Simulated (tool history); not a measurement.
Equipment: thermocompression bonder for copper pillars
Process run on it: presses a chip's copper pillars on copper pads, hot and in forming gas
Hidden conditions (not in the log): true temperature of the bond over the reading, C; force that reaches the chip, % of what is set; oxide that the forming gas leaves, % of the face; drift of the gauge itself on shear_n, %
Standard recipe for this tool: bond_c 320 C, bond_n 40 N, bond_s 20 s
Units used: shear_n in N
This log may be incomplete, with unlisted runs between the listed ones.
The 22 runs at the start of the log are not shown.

run,hour,bond_c,bond_n,bond_s,hours of work since the heater was calibrated,hours of work since the force cell was calibrated,hours of work since the gas filter was changed,shear_n
23,504.3,339,25,29,53,610,267,47.5
24,533.0,339,38,29,75,632,289,68.3
25,559.9,333,24,20,95,652,310,35.6
26,575.9,333,24,20,107,664,322,35.5
27,600.0,320,26,19,126,683,340,31.6
28,626.3,320,26,19,146,703,360,31.9
29,652.1,320,54,29,166,722,380,71.8
30,681.1,320,54,29,188,745,402,72.5
31,696.1,303,40,60,199,756,413,58.1
# hour 715.3: forming gas filter changed
32,719.2,303,40,60,216,773,3,66.2
33,742.5,303,40,60,234,791,21,65.3
34,768.5,303,40,60,254,811,41,65.5
35,792.3,315,42,20,272,829,59,52.5
36,810.7,320,28,20,286,843,73,36.8
37,839.2,335,32,37,308,865,95,65.5
38,853.7,322,39,26,319,876,106,59.0
39,869.8,344,49,22,331,888,118,85.3
40,893.6,306,34,36,349,906,136,47.0

Here are 3 independent what-if runs from the current tool condition. What would each one return?
A,910.0,320,50,20,362,919,149,?
B,910.0,320,40,13,362,919,149,?
C,910.0,310,46,36,362,919,149,?

run,shear_n
A,64.4
B,44.5
C,64.5
With the hidden condition removed and each run's random variation left untouched, the same runs would have given:
run,shear_n
A,66.9
B,46.2
C,67.1

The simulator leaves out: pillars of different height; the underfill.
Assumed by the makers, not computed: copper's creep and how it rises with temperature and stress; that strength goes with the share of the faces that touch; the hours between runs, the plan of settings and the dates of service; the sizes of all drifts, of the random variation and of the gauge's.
